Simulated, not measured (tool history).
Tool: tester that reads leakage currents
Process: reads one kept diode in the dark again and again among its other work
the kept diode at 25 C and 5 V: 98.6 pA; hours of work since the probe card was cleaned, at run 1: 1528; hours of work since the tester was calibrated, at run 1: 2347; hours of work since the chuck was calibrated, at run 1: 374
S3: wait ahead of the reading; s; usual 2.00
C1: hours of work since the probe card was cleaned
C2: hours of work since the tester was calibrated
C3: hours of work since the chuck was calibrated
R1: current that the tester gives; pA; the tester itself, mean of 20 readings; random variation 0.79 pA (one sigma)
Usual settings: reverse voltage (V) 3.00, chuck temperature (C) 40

{"run": 1, "hour": 0.0, "reverse voltage (V)": 3.0, "chuck temperature (C)": 40, "S3": 2.0, "C1": 1528, "C2": 2347, "C3": 374, "R1": 255.22}
{"run": 2, "hour": 64.4, "reverse voltage (V)": 3.0, "chuck temperature (C)": 40, "S3": 2.0, "C1": 1563, "C2": 2383, "C3": 409, "R1": 256.92}
{"run": 3, "hour": 146.3, "reverse voltage (V)": 3.0, "chuck temperature (C)": 40, "S3": 2.0, "C1": 1608, "C2": 2428, "C3": 455, "R1": 255.87}
{"run": 4, "hour": 246.8, "reverse voltage (V)": 3.0, "chuck temperature (C)": 40, "S3": 2.0, "C1": 1664, "C2": 2483, "C3": 510, "R1": 253.57}
{"hour": 286.9, "done": "tester calibrated"}
{"run": 5, "hour": 301.4, "reverse voltage (V)": 3.0, "chuck temperature (C)": 40, "S3": 2.0, "C1": 1693, "C2": 8, "C3": 539, "R1": 257.02}
{"run": 6, "hour": 411.9, "reverse voltage (V)": 3.0, "chuck temperature (C)": 40, "S3": 0.95, "C1": 1754, "C2": 69, "C3": 600, "R1": 256.23}
{"run": 7, "hour": 488.8, "reverse voltage (V)": 3.0, "chuck temperature (C)": 40, "S3": 0.95, "C1": 1796, "C2": 111, "C3": 642, "R1": 254.01}
{"run": 8, "hour": 560.6, "reverse voltage (V)": 3.0, "chuck temperature (C)": 40, "S3": 0.95, "C1": 1836, "C2": 151, "C3": 682, "R1": 253.77}
{"run": 9, "hour": 661.0, "reverse voltage (V)": 3.0, "chuck temperature (C)": 40, "S3": 2.0, "C1": 1891, "C2": 207, "C3": 738, "R1": 250.79}
{"run": 10, "hour": 763.8, "reverse voltage (V)": 3.0, "chuck temperature (C)": 40, "S3": 2.0, "C1": 1948, "C2": 263, "C3": 794, "R1": 251.04}
{"run": 11, "hour": 876.9, "reverse voltage (V)": 3.0, "chuck temperature (C)": 40, "S3": 2.0, "C1": 2011, "C2": 326, "C3": 857, "R1": 249.18}
{"run": 12, "hour": 972.8, "reverse voltage (V)": 2.26, "chuck temperature (C)": 40, "S3": 2.0, "C1": 2063, "C2": 379, "C3": 910, "R1": 215.71}
{"run": 13, "hour": 1031.4, "reverse voltage (V)": 3.0, "chuck temperature (C)": 59, "S3": 5.0, "C1": 2096, "C2": 411, "C3": 942, "R1": 1018.58}
{"run": 14, "hour": 1081.1, "reverse voltage (V)": 3.0, "chuck temperature (C)": 59, "S3": 5.0, "C1": 2123, "C2": 438, "C3": 969, "R1": 1012.87}
{"run": 15, "hour": 1184.2, "reverse voltage (V)": 3.0, "chuck temperature (C)": 59, "S3": 5.0, "C1": 2180, "C2": 495, "C3": 1026, "R1": 1010.53}
{"run": 16, "hour": 1269.8, "reverse voltage (V)": 3.0, "chuck temperature (C)": 22, "S3": 4.02, "C1": 2227, "C2": 543, "C3": 1074, "R1": 57.2}
{"run": 17, "hour": 1342.4, "reverse voltage (V)": 3.0, "chuck temperature (C)": 22, "S3": 4.02, "C1": 2267, "C2": 583, "C3": 1114, "R1": 57.06}
{"run": 18, "hour": 1397.8, "reverse voltage (V)": 3.0, "chuck temperature (C)": 22, "S3": 4.02, "C1": 2298, "C2": 613, "C3": 1144, "R1": 57.06}

The same runs without the tool's hidden state, with the same run-to-run variation:
The hidden state here: stray current of the dirty probe card, pA a volt; current scale over the true one, %; true chuck temperature over the reading, C; drift of the gauge itself on leakage_pa, %.
run=1 R1=262.06
run=2 R1=264.45
run=3 R1=264.24
run=4 R1=262.93
run=5 R1=264.05
run=6 R1=264.36
run=7 R1=262.91
run=8 R1=263.46
run=9 R1=261.49
run=10 R1=262.81
run=11 R1=261.99
run=12 R1=228.07
run=13 R1=1081.57
run=14 R1=1077.59
run=15 R1=1079.61
run=16 R1=58.46
run=17 R1=58.45
run=18 R1=58.57
